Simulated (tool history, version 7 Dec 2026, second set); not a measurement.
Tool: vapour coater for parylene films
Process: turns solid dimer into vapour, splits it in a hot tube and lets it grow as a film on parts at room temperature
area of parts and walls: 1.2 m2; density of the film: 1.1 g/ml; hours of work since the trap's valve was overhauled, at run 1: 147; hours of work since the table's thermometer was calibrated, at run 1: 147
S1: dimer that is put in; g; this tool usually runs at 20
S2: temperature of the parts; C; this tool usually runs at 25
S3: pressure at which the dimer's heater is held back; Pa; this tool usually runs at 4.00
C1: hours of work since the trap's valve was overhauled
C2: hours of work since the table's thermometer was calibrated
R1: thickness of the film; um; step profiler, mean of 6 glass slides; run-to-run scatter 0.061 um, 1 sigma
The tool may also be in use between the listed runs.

run	hour	S1	S2	S3	C1	C2	R1
1	0.0	20	25	4.00	147	147	8.46
2	19.4	20	25	4.00	162	162	8.41
3	29.6	20	22	4.00	169	169	9.16
4	46.3	20	25	4.00	182	182	8.35
5	66.7	20	25	4.00	198	198	8.31
6	90.4	20	25	4.00	216	216	8.19
7	101.8	20	34	4.00	225	225	6.29
8	119.3	10	25	8.26	238	238	3.48
9	134.0	10	25	8.26	250	250	3.52
# hour 150.3: trap's valve overhauled
10	162.7	30	25	5.17	9	269	12.98
11	173.3	9	25	4.00	18	277	4.08
12	193.6	9	25	4.00	33	292	4.03

Forecast each of these 4 alternatives for the next run:
A	216.1	9	25	2.20	50	309	?
B	216.1	20	25	6.95	50	309	?
C	216.1	35	29	2.01	50	309	?
D	216.1	10	27	2.14	50	309	?

run	R1
A	4.52
B	7.93
C	15.85
D	4.77
With the hidden condition removed and each run's random variation left untouched, the same runs would have given:
run	R1
A	4.60
B	8.05
C	16.11
D	4.85

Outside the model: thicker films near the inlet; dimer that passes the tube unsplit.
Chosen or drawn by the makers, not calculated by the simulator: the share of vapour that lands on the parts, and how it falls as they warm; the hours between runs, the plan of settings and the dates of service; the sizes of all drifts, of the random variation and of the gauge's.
